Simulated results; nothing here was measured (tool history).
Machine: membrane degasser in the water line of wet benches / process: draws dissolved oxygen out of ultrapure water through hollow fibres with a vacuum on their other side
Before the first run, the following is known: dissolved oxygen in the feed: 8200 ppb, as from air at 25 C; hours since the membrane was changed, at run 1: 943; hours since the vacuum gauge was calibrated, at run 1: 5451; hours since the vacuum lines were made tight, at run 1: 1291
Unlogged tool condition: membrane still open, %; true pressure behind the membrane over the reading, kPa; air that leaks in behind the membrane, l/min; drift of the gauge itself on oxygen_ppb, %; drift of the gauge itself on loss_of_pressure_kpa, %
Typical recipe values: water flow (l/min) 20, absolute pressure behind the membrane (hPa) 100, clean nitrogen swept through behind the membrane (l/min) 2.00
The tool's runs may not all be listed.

run,hour,water flow (l/min),absolute pressure behind the membrane (hPa),clean nitrogen swept through behind the membrane (l/min),hours since the membrane was changed,hours since the vacuum gauge was calibrated,hours since the vacuum lines were made tight,dissolved oxygen in the water behind the degasser (ppb),pressure that the water loses in the fibres (hPa)
1,0.0,20,100,2.00,943,5451,1291,263.2,638.7
2,60.5,20,100,2.00,1003,5512,1351,264.1,646.3
3,99.7,20,100,2.00,1042,5551,1391,266.7,642.5
4,174.3,20,100,2.00,1117,5626,1465,260.9,642.8
5,213.8,20,100,2.00,1156,5665,1505,260.7,644.8
6,251.5,20,100,2.00,1194,5703,1542,269.9,645.6
7,333.5,20,100,2.00,1276,5785,1624,265.7,646.4
8,421.1,20,100,2.00,1364,5872,1712,267.5,646.0
9,496.1,20,100,2.00,1439,5948,1787,263.1,645.0
10,534.9,20,100,2.00,1478,5986,1826,270.1,647.5
11,597.9,20,100,2.00,1541,6049,1889,268.8,644.1
12,666.9,20,100,2.00,1610,6118,1958,266.2,646.9
13,756.0,20,100,2.00,1699,6207,2047,271.0,651.4
14,846.2,14,133,0.97,1789,6298,2137,362.2,452.0
15,933.4,14,133,0.97,1876,6385,2224,369.6,455.8
16,1002.1,14,133,0.97,1945,6454,2293,365.7,455.9
17,1066.3,32,94,3.08,2009,6518,2357,512.5,1047.5
18,1127.7,30,240,3.08,2070,6579,2419,738.9,971.9
19,1186.6,30,164,3.25,2129,6638,2478,576.6,978.0
20,1253.7,19,164,3.25,2196,6705,2545,282.3,616.8
21,1308.2,19,164,3.25,2251,6760,2599,280.0,618.4
22,1366.5,14,154,2.00,2309,6818,2657,246.5,459.0
23,1447.4,15,100,4.02,2390,6899,2738,108.8,490.1

Consider 3 possible next runs. They are alternatives, not a sequence: every one starts from the tool as it was left by run 23. What does each give?
A,1501.8,20,100,1.40,2444,6953,2793,?,?
B,1501.8,15,196,4.02,2444,6953,2793,?,?
C,1501.8,15,78,3.58,2444,6953,2793,?,?

run,dissolved oxygen in the water behind the degasser (ppb),pressure that the water loses in the fibres (hPa)
A,329.0,655.0
B,197.4,489.0
C,94.9,490.7
The same runs, with their run-to-run variation unchanged, on a tool lacking any hidden condition would have given:
run,dissolved oxygen in the water behind the degasser (ppb),pressure that the water loses in the fibres (hPa)
A,308.2,637.5
B,187.2,475.9
C,85.7,477.6

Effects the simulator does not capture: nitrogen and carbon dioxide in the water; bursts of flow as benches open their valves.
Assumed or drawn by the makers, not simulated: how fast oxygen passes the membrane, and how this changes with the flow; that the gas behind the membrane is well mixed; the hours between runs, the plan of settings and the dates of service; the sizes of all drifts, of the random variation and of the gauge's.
